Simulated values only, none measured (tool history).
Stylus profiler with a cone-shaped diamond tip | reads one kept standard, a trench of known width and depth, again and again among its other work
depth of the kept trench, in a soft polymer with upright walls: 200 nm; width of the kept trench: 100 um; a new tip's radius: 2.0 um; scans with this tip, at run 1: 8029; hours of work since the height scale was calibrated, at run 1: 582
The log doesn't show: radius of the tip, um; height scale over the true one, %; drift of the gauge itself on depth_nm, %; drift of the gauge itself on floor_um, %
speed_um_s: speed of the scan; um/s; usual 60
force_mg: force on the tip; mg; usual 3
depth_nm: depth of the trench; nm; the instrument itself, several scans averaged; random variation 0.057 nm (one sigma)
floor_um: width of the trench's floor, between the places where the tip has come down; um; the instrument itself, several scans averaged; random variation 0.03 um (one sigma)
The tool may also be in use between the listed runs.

run	hour	speed_um_s	force_mg	scans with this tip	hours of work since the height scale was calibrated	depth_nm	floor_um
1	0	60	3	8029	582	202.45	97.21
2	63.9	60	3	8538	619	202.37	97.15
# hour 162.4: new tip fitted, height scale calibrated
3	163.8	60	3	11	1	202.81	97.93
4	217.7	60	6.61	441	32	204.94	97.97
5	309.1	60	6.61	1168	85	204.78	97.9
6	382	60	1.56	1748	127	201.69	97.64
7	459.9	60	3	2369	172	202.69	97.74
8	550.6	15	3	3091	224	202.64	97.81
9	647.6	60	3	3863	280	202.6	97.54
10	694.3	60	3	4235	307	202.58	97.49
11	787.7	60	1.7	4979	361	201.66	97.33
12	847	89	3.9	5451	395	203.03	97.3
13	931.9	89	3.9	6127	444	202.95	97.23
14	1015.9	212	4.82	6796	493	203.48	96.79
15	1075.2	32	8.74	7267	527	205.34	97.37
16	1161.7	44	6.67	7956	577	204.36	97.25
17	1267.9	60	7.21	8802	638	204.47	97.14
18	1313.5	60	7.21	9165	665	204.51	97.12
# hour 1335.5: new tip fitted, height scale calibrated
19	1412.2	55	1.54	610	44	201.85	97.83

Some steps in depth_nm between neighbouring runs. How much of each would the tool show without its hidden state too (settings, what came in, random variation), and how much is left for the hidden state, with any gauge scatter that isn't in both results?
Run 5 -> 6: force_mg 6.61 -> 1.56. depth_nm -3.09 nm: hidden state -0.04, all else -3.05.
Run 18 -> 19: speed_um_s 60 -> 55, force_mg 7.21 -> 1.54, new tip fitted, height scale calibrated. depth_nm -2.66 nm: hidden state +0.69, all else -3.35.

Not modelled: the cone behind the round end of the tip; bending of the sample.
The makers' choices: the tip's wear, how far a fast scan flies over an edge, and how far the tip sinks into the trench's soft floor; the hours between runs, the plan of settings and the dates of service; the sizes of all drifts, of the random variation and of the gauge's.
